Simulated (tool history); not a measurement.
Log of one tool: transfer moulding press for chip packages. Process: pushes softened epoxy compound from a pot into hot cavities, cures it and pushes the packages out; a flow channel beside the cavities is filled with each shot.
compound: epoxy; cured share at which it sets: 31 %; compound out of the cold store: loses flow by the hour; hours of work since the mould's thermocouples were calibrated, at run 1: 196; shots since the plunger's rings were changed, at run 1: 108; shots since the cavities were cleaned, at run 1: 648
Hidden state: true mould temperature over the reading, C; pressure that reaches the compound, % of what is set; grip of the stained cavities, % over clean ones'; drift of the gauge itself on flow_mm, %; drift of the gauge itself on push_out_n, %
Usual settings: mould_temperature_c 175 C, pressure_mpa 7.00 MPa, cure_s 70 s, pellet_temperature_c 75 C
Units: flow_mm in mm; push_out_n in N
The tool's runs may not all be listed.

run   hour  mould_temperature_c  pressure_mpa  cure_s  pellet_temperature_c  hours of work since the mould's thermocouples were calibrated  shots since the plunger's rings were changed  shots since the cavities were cleaned  incoming compound's hours out of the cold store  flow_mm  push_out_n
  1    0.0                  175          7.00      70                    75                                                            196                                           108                                    648                                             25.6      876        1034
       8.3  -- cavities cleaned with cleaning compound and waxed
  2   24.9                  175          7.00      70                    75                                                            210                                           412                                    216                                             31.0      852         792
  3   54.9                  175          7.00      70                    75                                                            227                                           800                                    604                                             37.2      813         968
      66.5  -- cavities cleaned with cleaning compound and waxed
  4   85.4                  175          7.00      70                    75                                                            243                                          1174                                    243                                             12.5      933         858
  5  121.7                  175          7.00      70                    75                                                            264                                          1645                                    714                                             21.2      877        1115
     125.8  -- cavities cleaned with cleaning compound and waxed
  6  145.2                  175          7.00      70                    75                                                            277                                          1929                                    250                                             37.8      794         788
  7  162.5                  175          7.00      70                    75                                                            287                                          2154                                    475                                             27.3      846        1014
  8  180.3                  176          7.00      70                    75                                                            297                                          2384                                    705                                             42.1      768         944
     183.7  -- cavities cleaned with cleaning compound and waxed
  9  198.6                  176          7.00      70                    75                                                            307                                          2602                                    193                                             38.1      792         705
     229.5  -- plunger's sealing rings changed
 10  237.1                  175          7.00      52                    70                                                            327                                            99                                    659                                             42.2      798        2152

Forecast run 11:
     244.1  -- cavities cleaned with cleaning compound and waxed
     264.4  -- mould's thermocouples calibrated
 11  264.4                  170          5.93      97                    84                                                              0                                           406                                    237                                             20.8        ?           ?

flow_mm: 842 mm
push_out_n: 529 N
Without the tool's hidden state the same run would have given flow_mm 848 mm, push_out_n 388 N.
